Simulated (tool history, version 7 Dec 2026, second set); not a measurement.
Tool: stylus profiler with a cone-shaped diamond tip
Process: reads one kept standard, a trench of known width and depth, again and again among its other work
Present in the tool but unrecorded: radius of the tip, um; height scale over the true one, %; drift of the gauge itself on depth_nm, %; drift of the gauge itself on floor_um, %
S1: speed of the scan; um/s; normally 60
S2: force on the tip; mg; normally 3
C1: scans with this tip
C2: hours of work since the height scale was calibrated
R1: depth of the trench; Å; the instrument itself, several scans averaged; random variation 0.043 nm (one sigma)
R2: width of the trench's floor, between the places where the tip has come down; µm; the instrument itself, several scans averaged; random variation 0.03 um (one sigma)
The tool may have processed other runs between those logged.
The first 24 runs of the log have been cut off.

| run | hour | S1 | S2 | C1 | C2 | R1 | R2 |
|---|---|---|---|---|---|---|---|
| 25 | 843.9 | 52 | 4.91 | 11033 | 43 | 2035.6 | 47.71 |
| 26 | 876 | 154 | 4.91 | 11157 | 62 | 2036.1 | 47.51 |
| 27 | 921.2 | 154 | 4.91 | 11333 | 88 | 2035.3 | 47.48 |
| 28 | 960.9 | 154 | 4.91 | 11486 | 110 | 2036.5 | 47.48 |
| 29 | 1008.6 | 163 | 3.45 | 11671 | 138 | 2028.3 | 47.43 |
| 30 | 1051 | 149 | 4.7 | 11835 | 162 | 2034.8 | 47.5 |
| 31 | 1085.9 | 149 | 4.7 | 11971 | 182 | 2034.7 | 47.44 |
| 32 | 1135.8 | 149 | 4.7 | 12164 | 211 | 2035.1 | 47.48 |
| 33 | 1180.4 | 45 | 6.5 | 12336 | 236 | 2043.1 | 47.69 |
| 34 | 1228.1 | 42 | 1.25 | 12521 | 263 | 2014.6 | 47.61 |
| 35 | 1266.8 | 42 | 1.25 | 12671 | 286 | 2015 | 47.64 |
| 36 | 1289.2 | 109 | 3.4 | 12758 | 298 | 2028.4 | 47.49 |
| 37 | 1330.7 | 121 | 5.88 | 12918 | 322 | 2040.6 | 47.5 |
| 38 | 1368.2 | 121 | 5.88 | 13064 | 344 | 2040.8 | 47.48 |
| 39 | 1396.7 | 21 | 1.24 | 13174 | 360 | 2015.1 | 47.67 |
| 40 | 1436.5 | 21 | 1.24 | 13328 | 383 | 2014.8 | 47.67 |
| 41 | 1481.2 | 60 | 2.84 | 13501 | 408 | 2026.1 | 47.65 |
| 42 | 1523 | 60 | 2.84 | 13663 | 432 | 2026 | 47.63 |
| 43 | 1549.8 | 56 | 3 | 13767 | 448 | 2026 | 47.64 |
| 44 | 1592 | 60 | 1.01 | 13930 | 472 | 2013.4 | 47.47 |
| 45 | 1633.2 | 19 | 6.99 | 14090 | 495 | 2046.3 | 47.73 |
| 46 | 1674.5 | 19 | 6.99 | 14250 | 519 | 2046.3 | 47.7 |
| 47 | 1723.9 | 37 | 4.27 | 14441 | 547 | 2034.1 | 47.68 |

Here are 3 independent what-if runs from the current tool condition. What would each one return?
| A | 1760.8 | 199 | 1.9 | 14584 | 568 | ? | ? |
| B | 1760.8 | 18 | 1.8 | 14584 | 568 | ? | ? |
| C | 1760.8 | 44 | 6.2 | 14584 | 568 | ? | ? |

| run | R1 | R2 |
|---|---|---|
| A | 2020.9 | 47.07 |
| B | 2019.2 | 47.72 |
| C | 2042.8 | 47.66 |
Take away the tool's hidden state, keep each run's random variation, and the runs would have read:
| run | R1 | R2 |
|---|---|---|
| A | 2019.5 | 47.35 |
| B | 2017.8 | 48 |
| C | 2041.4 | 47.95 |
